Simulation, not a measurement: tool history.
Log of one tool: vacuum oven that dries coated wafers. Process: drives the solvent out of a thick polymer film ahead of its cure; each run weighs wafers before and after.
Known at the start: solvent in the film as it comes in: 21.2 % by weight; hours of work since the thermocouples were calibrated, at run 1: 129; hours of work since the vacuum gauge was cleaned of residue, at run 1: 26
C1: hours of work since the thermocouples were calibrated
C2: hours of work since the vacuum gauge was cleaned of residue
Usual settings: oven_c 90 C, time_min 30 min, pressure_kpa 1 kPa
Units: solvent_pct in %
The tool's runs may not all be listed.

run 1 hour=0 | oven_c=90 time_min=30 pressure_kpa=1 | C1=129 C2=26 | solvent_pct=4
run 2 hour=66.8 | oven_c=90 time_min=30 pressure_kpa=1 | C1=160 C2=57 | solvent_pct=4.04
run 3 hour=146.5 | oven_c=90 time_min=30 pressure_kpa=1 | C1=197 C2=94 | solvent_pct=4.04
run 4 hour=217.9 | oven_c=90 time_min=24 pressure_kpa=1 | C1=231 C2=127 | solvent_pct=5.37
run 5 hour=262.7 | oven_c=101 time_min=30 pressure_kpa=1 | C1=252 C2=148 | solvent_pct=0.99
run 6 hour=328.6 | oven_c=101 time_min=30 pressure_kpa=1 | C1=282 C2=179 | solvent_pct=1
run 7 hour=392.8 | oven_c=101 time_min=30 pressure_kpa=1 | C1=312 C2=209 | solvent_pct=0.95
run 8 hour=440.5 | oven_c=101 time_min=30 pressure_kpa=1 | C1=335 C2=231 | solvent_pct=0.95
run 9 hour=499 | oven_c=90 time_min=30 pressure_kpa=1 | C1=362 C2=259 | solvent_pct=4.2
run 10 hour=577.6 | oven_c=90 time_min=30 pressure_kpa=1 | C1=399 C2=295 | solvent_pct=4.24
run 11 hour=656.6 | oven_c=90 time_min=30 pressure_kpa=1 | C1=436 C2=332 | solvent_pct=4.3
run 12 hour=721 | oven_c=90 time_min=30 pressure_kpa=1.72 | C1=466 C2=362 | solvent_pct=4.7
run 13 hour=773.9 | oven_c=90 time_min=30 pressure_kpa=1 | C1=490 C2=387 | solvent_pct=4.34
run 14 hour=831.8 | oven_c=90 time_min=30 pressure_kpa=1 | C1=517 C2=414 | solvent_pct=4.36
run 15 hour=873.1 | oven_c=90 time_min=30 pressure_kpa=1 | C1=537 C2=433 | solvent_pct=4.37
run 16 hour=949.4 | oven_c=90 time_min=30 pressure_kpa=1 | C1=572 C2=469 | solvent_pct=4.4
run 17 hour=1015.3 | oven_c=90 time_min=30 pressure_kpa=1 | C1=603 C2=500 | solvent_pct=4.46
run 18 hour=1091.4 | oven_c=90 time_min=30 pressure_kpa=1 | C1=639 C2=535 | solvent_pct=4.42
run 19 hour=1165.7 | oven_c=90 time_min=30 pressure_kpa=1 | C1=673 C2=570 | solvent_pct=4.46
run 20 hour=1211.8 | oven_c=103 time_min=22 pressure_kpa=2.02 | C1=695 C2=592 | solvent_pct=1.82
run 21 hour=1293.6 | oven_c=103 time_min=22 pressure_kpa=2.02 | C1=733 C2=630 | solvent_pct=1.93
-- hour=1301.6 oven's thermocouples calibrated
run 22 hour=1348.1 | oven_c=77 time_min=22 pressure_kpa=2.02 | C1=22 C2=654 | solvent_pct=12.95
run 23 hour=1387.2 | oven_c=78 time_min=41 pressure_kpa=1.29 | C1=40 C2=673 | solvent_pct=8.87
run 24 hour=1450.3 | oven_c=78 time_min=41 pressure_kpa=1.44 | C1=69 C2=702 | solvent_pct=9.01
run 25 hour=1499.9 | oven_c=78 time_min=41 pressure_kpa=1.44 | C1=93 C2=725 | solvent_pct=9.04
run 26 hour=1539.3 | oven_c=79 time_min=15 pressure_kpa=1.44 | C1=111 C2=744 | solvent_pct=13.45
-- hour=1582.8 oven's thermocouples calibrated, once more
run 27 hour=1593.6 | oven_c=90 time_min=20 pressure_kpa=1 | C1=5 C2=768 | solvent_pct=6.42
run 28 hour=1641.8 | oven_c=98 time_min=20 pressure_kpa=1.09 | C1=28 C2=791 | solvent_pct=3.04
run 29 hour=1675.8 | oven_c=82 time_min=20 pressure_kpa=1.65 | C1=43 C2=807 | solvent_pct=10.47
run 30 hour=1737.5 | oven_c=80 time_min=45 pressure_kpa=0.95 | C1=72 C2=835 | solvent_pct=6.44
run 31 hour=1808.3 | oven_c=84 time_min=30 pressure_kpa=0.8 | C1=105 C2=868 | solvent_pct=6.99
run 32 hour=1861.1 | oven_c=90 time_min=25 pressure_kpa=1.5 | C1=130 C2=893 | solvent_pct=5.45
run 33 hour=1906.8 | oven_c=90 time_min=36 pressure_kpa=1.61 | C1=151 C2=914 | solvent_pct=3.56
run 34 hour=1940.4 | oven_c=79 time_min=29 pressure_kpa=1.61 | C1=167 C2=930 | solvent_pct=10.01
run 35 hour=2006.6 | oven_c=98 time_min=52 pressure_kpa=1 | C1=198 C2=961 | solvent_pct=0.61

Hidden state or all else? Some run-to-run changes of solvent_pct, split into what the settings, what came in and random variation would give without the hidden state, and what is left for the hidden state (with any gauge scatter that isn't in both results):
The hidden state here: true wafer temperature over the reading, C; true pressure over the reading, kPa; drift of the gauge itself on solvent_pct, %.
Run 21 -> 22: oven_c 103 -> 77, oven's thermocouples calibrated. solvent_pct +11.02 %: hidden state +0.34, all else +10.68.
Run 25 -> 26: oven_c 78 -> 79, time_min 41 -> 15. solvent_pct +4.41 %: hidden state -0.27, all else +4.68.
Run 26 -> 27: oven_c 79 -> 90, time_min 15 -> 20, pressure_kpa 1.44 -> 1, oven's thermocouples calibrated, once more. solvent_pct -7.03 %: hidden state -0.51, all else -6.52.
Run 28 -> 29: oven_c 98 -> 82, pressure_kpa 1.09 -> 1.65. solvent_pct +7.43 %: hidden state +0.02, all else +7.41.
Run 34 -> 35: oven_c 79 -> 98, time_min 29 -> 52, pressure_kpa 1.61 -> 1. solvent_pct -9.4 %: hidden state -0.12, all else -9.28.
